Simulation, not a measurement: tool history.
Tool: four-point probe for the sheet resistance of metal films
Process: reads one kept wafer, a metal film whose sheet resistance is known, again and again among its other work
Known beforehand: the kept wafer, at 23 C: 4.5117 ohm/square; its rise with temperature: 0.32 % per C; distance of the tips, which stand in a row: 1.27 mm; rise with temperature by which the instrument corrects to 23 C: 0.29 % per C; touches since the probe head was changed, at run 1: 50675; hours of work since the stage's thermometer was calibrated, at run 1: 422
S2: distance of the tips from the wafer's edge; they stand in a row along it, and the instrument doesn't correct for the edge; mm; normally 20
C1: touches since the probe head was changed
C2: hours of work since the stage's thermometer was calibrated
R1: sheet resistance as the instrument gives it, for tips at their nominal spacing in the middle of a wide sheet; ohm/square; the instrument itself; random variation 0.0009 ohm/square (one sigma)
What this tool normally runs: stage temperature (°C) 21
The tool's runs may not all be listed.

Run 1, hour 0.0: usual settings; C1 50675; C2 422. Result: R1 4.490923 ohm/square.
Run 2, hour 89.6: usual settings but stage temperature (°C) 33; C1 53824; C2 480. Result: R1 4.503533 ohm/square.
Run 3, hour 143.4: usual settings; C1 55716; C2 515. Result: R1 4.486612 ohm/square.
Run 4, hour 193.9: usual settings; C1 57490; C2 548. Result: R1 4.486606 ohm/square.
Run 5, hour 264.0: usual settings; C1 59954; C2 594. Result: R1 4.485736 ohm/square.
Run 6, hour 347.0: usual settings; C1 62874; C2 648. Result: R1 4.483801 ohm/square.
At hour 353.2: stage's thermometer calibrated.
Run 7, hour 451.8: usual settings; C1 66537; C2 64. Result: R1 4.482127 ohm/square.
Run 8, hour 558.7: usual settings; C1 70296; C2 134. Result: R1 4.479847 ohm/square.
Run 9, hour 606.8: usual settings; C1 71986; C2 165. Result: R1 4.478876 ohm/square.
Run 10, hour 680.4: usual settings but stage temperature (°C) 32, S2 26 mm; C1 74574; C2 213. Result: R1 4.489528 ohm/square.
At hour 714.9: stage's thermometer calibrated, once more.
Run 11, hour 772.7: usual settings but stage temperature (°C) 19, S2 10 mm; C1 77801; C2 38. Result: R1 4.508121 ohm/square.
Run 12, hour 823.3: usual settings but S2 6 mm; C1 79579; C2 70. Result: R1 4.576387 ohm/square.
Run 13, hour 883.9: usual settings but S2 6 mm; C1 81710; C2 110. Result: R1 4.574043 ohm/square.

Each row is a separate what-if for the run after 13, all from the same tool condition, not one after another. Results?
Run A, hour 960.5: usual settings but stage temperature (°C) 25, S2 54 mm; C1 84401; C2 160. Result: R1 ?.
Run B, hour 960.5: usual settings but S2 34 mm; C1 84401; C2 160. Result: R1 ?.
Run C, hour 960.5: usual settings but stage temperature (°C) 33, S2 54 mm; C1 84401; C2 160. Result: R1 ?.
Run D, hour 960.5: usual settings but stage temperature (°C) 23, S2 4 mm; C1 84401; C2 160. Result: R1 ?.

run        R1
  A  4.474102
  B  4.472402
  C  4.486722
  D  4.700802
Stripped of hidden state, with their random variation kept, the same runs would have yielded:
run        R1
  A  4.515091
  B  4.513384
  C  4.527806
  D  4.743697
